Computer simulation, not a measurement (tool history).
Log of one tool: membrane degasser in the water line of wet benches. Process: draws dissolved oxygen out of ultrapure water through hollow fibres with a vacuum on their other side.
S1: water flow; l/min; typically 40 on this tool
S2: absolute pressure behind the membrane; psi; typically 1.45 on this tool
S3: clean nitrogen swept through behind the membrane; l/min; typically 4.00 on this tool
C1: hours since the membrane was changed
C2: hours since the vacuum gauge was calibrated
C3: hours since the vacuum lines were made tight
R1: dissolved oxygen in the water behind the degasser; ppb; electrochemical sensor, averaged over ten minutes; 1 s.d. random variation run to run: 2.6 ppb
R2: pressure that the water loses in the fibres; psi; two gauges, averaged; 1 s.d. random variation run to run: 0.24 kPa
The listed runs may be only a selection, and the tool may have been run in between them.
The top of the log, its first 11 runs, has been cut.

run    hour  S1    S2     S3     C1    C2    C3     R1      R2
 12  2089.5  40  1.45   4.00  11040  3430  5082  254.2   8.840
 13  2246.4  40  1.45   6.71  11197  3587  5239  198.0   8.868
 14  2401.0  40  1.45   6.71  11352  3742  5393  192.5   8.815
 15  2575.3  40  1.45   4.00  11526  3916  5568  257.0   8.913
 16  2826.7  40  1.45   4.00  11777  4168  5819  249.3   8.930
 17  3115.6  40  1.60   4.00  12066  4457  6108  276.0   8.846
 18  3279.5  25  2.34   4.23  12230  4620  6272  228.5   5.526
 19  3432.8  40  1.45  11.45  12384  4774  6425  158.9   8.886
 20  3613.4  62  1.39   3.05  12564  4954  6606  448.0  13.813
 21  3770.9  62  1.39   3.05  12722  5112  6763  454.2  13.696
 22  3937.3  62  1.39   3.05  12888  5278  6930  450.8  13.723
 23  4167.9  41  1.45  10.32  13119  5509  7160  168.4   9.100
 24  4398.8  41  1.84   4.61  13350  5740  7391  297.0   9.084
 25  4533.9  28  1.45   4.00  13485  5875  7526  167.3   6.224
 26  4789.9  40  3.03   3.16  13741  6131  7782  580.9   8.907
 27  4969.0  61  2.29   5.05  13920  6310  7961  497.6  13.539
 28  5103.9  61  2.29   5.05  14055  6445  8096  504.9  13.503
 29  5325.6  61  2.29   5.05  14276  6667  8318  507.9  13.518
 30  5545.2  61  2.29   5.05  14496  6886  8538  514.5  13.496
 31  5816.5  33  3.18   5.05  14767  7157  8809  353.1   7.336

Run 32 has not been measured yet. What should we expect?
 32  6018.4  31  1.45  6.76  14969  7359  9011   ?   ?

{"run 32": {"R1": 139.4, "R2": 6.872}}
With the hidden condition absent and the run-to-run variation left alone, this run would have shown R1 139.2 ppb, R2 6.868 psi.

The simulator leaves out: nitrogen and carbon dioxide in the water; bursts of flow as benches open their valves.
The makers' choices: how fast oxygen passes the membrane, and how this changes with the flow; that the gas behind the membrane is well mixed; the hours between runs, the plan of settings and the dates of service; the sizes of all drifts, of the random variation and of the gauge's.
